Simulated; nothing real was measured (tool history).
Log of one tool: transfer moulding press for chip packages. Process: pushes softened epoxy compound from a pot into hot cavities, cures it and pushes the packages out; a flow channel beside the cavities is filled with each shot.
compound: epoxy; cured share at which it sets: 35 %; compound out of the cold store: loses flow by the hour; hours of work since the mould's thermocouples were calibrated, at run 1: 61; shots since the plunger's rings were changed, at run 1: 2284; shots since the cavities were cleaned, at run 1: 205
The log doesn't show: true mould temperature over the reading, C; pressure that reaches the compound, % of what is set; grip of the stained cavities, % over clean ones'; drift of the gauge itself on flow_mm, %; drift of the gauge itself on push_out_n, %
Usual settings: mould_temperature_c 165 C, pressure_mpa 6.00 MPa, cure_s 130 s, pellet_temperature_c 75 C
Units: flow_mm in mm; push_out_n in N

run,day,mould_temperature_c,pressure_mpa,cure_s,pellet_temperature_c,hours of work since the mould's thermocouples were calibrated,shots since the plunger's rings were changed,shots since the cavities were cleaned,incoming compound's hours out of the cold store,flow_mm,push_out_n
1,0.000,165,6.00,130,75,61,2284,205,10.2,575,485
2,1.879,165,5.87,130,75,81,2554,475,22.2,550,551
# day 3.154: cavities cleaned with cleaning compound and waxed
3,3.154,165,5.87,130,75,93,2729,0,18.5,554,420
4,4.821,165,6.00,130,85,111,2968,239,20.4,555,513
5,6.075,165,6.00,130,75,124,3149,420,32.2,538,543
# day 7.667: cavities cleaned with cleaning compound and waxed
6,8.625,165,6.00,130,75,150,3507,138,19.5,553,457
7,10.450,165,6.00,130,75,169,3770,401,37.4,528,555
# day 12.238: cavities cleaned with cleaning compound and waxed
8,12.454,165,6.00,130,75,189,4049,31,46.9,511,414
# day 12.725: mould's thermocouples calibrated
9,14.308,165,6.00,130,75,16,4304,286,9.5,561,532
10,15.754,165,6.00,130,75,32,4512,494,45.6,510,548
# day 16.842: cavities cleaned with cleaning compound and waxed
# day 17.346: plunger's sealing rings changed
11,18.342,165,6.00,130,75,57,143,200,33.7,553,473
12,20.304,165,6.00,130,80,77,426,483,43.6,538,554
# day 21.567: cavities cleaned with cleaning compound and waxed
13,22.033,172,6.00,130,75,95,666,67,19.9,551,366
14,23.225,172,6.00,130,75,107,837,238,29.5,539,429
15,24.567,167,5.72,136,75,121,1030,431,22.4,547,500
# day 25.450: mould's thermocouples calibrated, once more
16,25.796,173,5.72,136,74,4,1195,596,38.0,512,494
# day 26.204: cavities cleaned with cleaning compound and waxed
17,27.917,165,7.19,136,75,25,1491,246,27.0,606,448
18,29.296,161,6.00,125,75,39,1690,445,47.1,535,681
# day 30.725: cavities cleaned with cleaning compound and waxed
19,31.450,161,6.00,125,75,61,1991,105,30.6,560,594
20,33.175,161,5.09,160,85,79,2239,353,29.0,513,507
21,34.958,165,6.19,122,75,98,2496,610,41.2,537,620
# day 35.304: cavities cleaned with cleaning compound and waxed
22,36.417,165,6.19,122,75,112,2696,160,27.1,555,503
23,38.354,165,5.87,130,75,133,2976,440,31.8,535,528
# day 39.854: cavities cleaned with cleaning compound and waxed
24,40.696,165,6.00,138,71,156,3303,121,8.1,574,433
25,42.571,167,6.00,127,71,176,3573,391,22.2,546,498
26,43.767,167,4.89,127,70,188,3745,563,44.6,462,554
# day 44.442: cavities cleaned with cleaning compound and waxed
27,45.488,167,4.89,127,70,206,3984,151,38.3,466,443

Forecast each of these 5 alternatives for the next run:
A,47.183,172,5.24,130,75,223,4228,395,29.6,?,?
B,47.183,160,6.01,130,82,223,4228,395,30.3,?,?
C,47.183,165,4.57,130,72,223,4228,395,15.7,?,?
D,47.183,162,6.96,127,70,223,4228,395,9.1,?,?
E,47.183,167,5.17,127,83,223,4228,395,14.0,?,?

run,flow_mm,push_out_n
A,485,476
B,550,704
C,487,552
D,618,654
E,513,529
Without the tool's hidden state the same runs would have given:
run,flow_mm,push_out_n
A,508,357
B,576,529
C,509,414
D,646,488
E,536,396
